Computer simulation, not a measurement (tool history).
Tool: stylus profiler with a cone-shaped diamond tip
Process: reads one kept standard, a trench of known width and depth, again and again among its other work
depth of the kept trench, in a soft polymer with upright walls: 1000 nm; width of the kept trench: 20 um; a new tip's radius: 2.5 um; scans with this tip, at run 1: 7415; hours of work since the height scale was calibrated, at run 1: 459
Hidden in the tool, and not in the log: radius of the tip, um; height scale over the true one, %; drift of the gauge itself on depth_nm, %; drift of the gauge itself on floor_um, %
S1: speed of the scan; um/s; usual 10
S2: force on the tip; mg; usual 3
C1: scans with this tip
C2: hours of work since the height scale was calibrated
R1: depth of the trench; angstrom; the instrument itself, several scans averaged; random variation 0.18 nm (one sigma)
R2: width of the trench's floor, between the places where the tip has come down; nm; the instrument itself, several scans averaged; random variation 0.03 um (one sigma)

| run | hour | S1 | S2 | C1 | C2 | R1 | R2 |
|---|---|---|---|---|---|---|---|
| 1 | 0 | 10 | 3 | 7415 | 459 | 10167.5 | 14990 |
| 2 | 111.1 | 5 | 3 | 7652 | 515 | 10170.4 | 14980 |
| 3 | 170.5 | 10 | 2.06 | 7779 | 544 | 10136 | 14950 |
| 4 | 256.5 | 10 | 2.8 | 7963 | 587 | 10165.2 | 14930 |
| 5 | 354.4 | 10 | 2.8 | 8172 | 636 | 10163.4 | 14870 |
| 6 | 407.2 | 10 | 2.8 | 8285 | 663 | 10165.3 | 14840 |
| 7 | 478 | 10 | 2.8 | 8436 | 698 | 10164 | 14810 |
| 8 | 583.2 | 10 | 2.8 | 8661 | 751 | 10167.8 | 14880 |
| 9 | 670.1 | 10 | 2.8 | 8847 | 794 | 10168.8 | 14800 |
| 10 | 750.8 | 10 | 2.8 | 9019 | 834 | 10169.8 | 14790 |
| 11 | 857.5 | 10 | 1.31 | 9248 | 888 | 10112.3 | 14690 |
| 12 | 953.8 | 2 | 3 | 9453 | 936 | 10183.2 | 14770 |
| 13 | 1032.3 | 2 | 3 | 9621 | 975 | 10181.6 | 14810 |
| 14 | 1084.3 | 10 | 3 | 9732 | 1001 | 10179.2 | 14720 |
| 15 | 1187.4 | 10 | 3 | 9953 | 1053 | 10186.3 | 14620 |
| 16 | 1279.9 | 10 | 3 | 10150 | 1099 | 10189.1 | 14690 |
| 17 | 1327.3 | 10 | 3 | 10252 | 1123 | 10187.7 | 14660 |
| 18 | 1425.4 | 10 | 3 | 10461 | 1172 | 10187.9 | 14600 |
| 19 | 1505.6 | 7 | 3 | 10633 | 1212 | 10186.2 | 14670 |
|  | 1554.2 | height scale calibrated on a step standard |
| 20 | 1565 | 10 | 3 | 10758 | 5 | 10200 | 14620 |
| 21 | 1669 | 10 | 3 | 10981 | 57 | 10204.5 | 14550 |
| 22 | 1728 | 10 | 3 | 11107 | 87 | 10203 | 14490 |
| 23 | 1786.7 | 10 | 3 | 11232 | 116 | 10199.3 | 14570 |
| 24 | 1861.2 | 12 | 5.58 | 11392 | 153 | 10283.7 | 14530 |
|  | 1940 | height scale calibrated on a step standard, once more |
| 25 | 1954.4 | 12 | 5.58 | 11590 | 7 | 10237.9 | 14530 |
| 26 | 2026.1 | 12 | 5.58 | 11743 | 43 | 10241.6 | 14480 |
| 27 | 2109.2 | 6 | 8.04 | 11921 | 85 | 10308.9 | 14500 |
| 28 | 2178.8 | 2 | 2.79 | 12069 | 119 | 10153 | 14510 |
| 29 | 2226.2 | 10 | 1.93 | 12171 | 143 | 10120.3 | 14420 |
| 30 | 2289.4 | 9 | 3 | 12306 | 175 | 10160.1 | 14400 |
| 31 | 2336.5 | 30 | 3.46 | 12406 | 198 | 10178.6 | 14240 |
| 32 | 2434 | 3 | 8.71 | 12615 | 247 | 10331.5 | 14430 |
| 33 | 2532.2 | 16 | 4.35 | 12824 | 296 | 10209.5 | 14320 |
| 34 | 2605.4 | 15 | 5.75 | 12981 | 333 | 10253.7 | 14300 |
| 35 | 2681.2 | 2 | 1.18 | 13143 | 370 | 10093.1 | 14370 |
| 36 | 2764.3 | 2 | 1.18 | 13321 | 412 | 10093.6 | 14270 |
| 37 | 2815.6 | 23 | 6.95 | 13430 | 438 | 10288.7 | 14320 |
| 38 | 2894.8 | 23 | 6.95 | 13600 | 477 | 10290.1 | 14250 |
| 39 | 2965.7 | 31 | 5.22 | 13751 | 513 | 10240.3 | 14150 |
| 40 | 3069.7 | 13 | 3.68 | 13973 | 565 | 10196 | 14240 |
| 41 | 3146.7 | 3 | 2.68 | 14138 | 603 | 10158.9 | 14250 |
| 42 | 3250.9 | 5 | 2.26 | 14361 | 655 | 10145.5 | 14190 |
| 43 | 3302.6 | 2 | 2.26 | 14471 | 681 | 10146.2 | 14190 |
| 44 | 3368.7 | 9 | 2.71 | 14612 | 714 | 10163.2 | 14150 |
| 45 | 3437.6 | 9 | 2.71 | 14760 | 749 | 10165.5 | 14170 |

3 ways to go on from here, each from the tool as it stands after run 45. What would each give?
| A | 3521 | 23 | 3 | 14938 | 790 | ? | ? |
| B | 3521 | 3 | 2.71 | 14938 | 790 | ? | ? |
| C | 3521 | 26 | 7.04 | 14938 | 790 | ? | ? |

| run | R1 | R2 |
|---|---|---|
| A | 10174.9 | 14080 |
| B | 10164.8 | 14160 |
| C | 10299.7 | 14050 |
Without the tool's hidden state the same runs would have given:
| run | R1 | R2 |
|---|---|---|
| A | 10160.4 | 15900 |
| B | 10150.4 | 15970 |
| C | 10285.2 | 15870 |

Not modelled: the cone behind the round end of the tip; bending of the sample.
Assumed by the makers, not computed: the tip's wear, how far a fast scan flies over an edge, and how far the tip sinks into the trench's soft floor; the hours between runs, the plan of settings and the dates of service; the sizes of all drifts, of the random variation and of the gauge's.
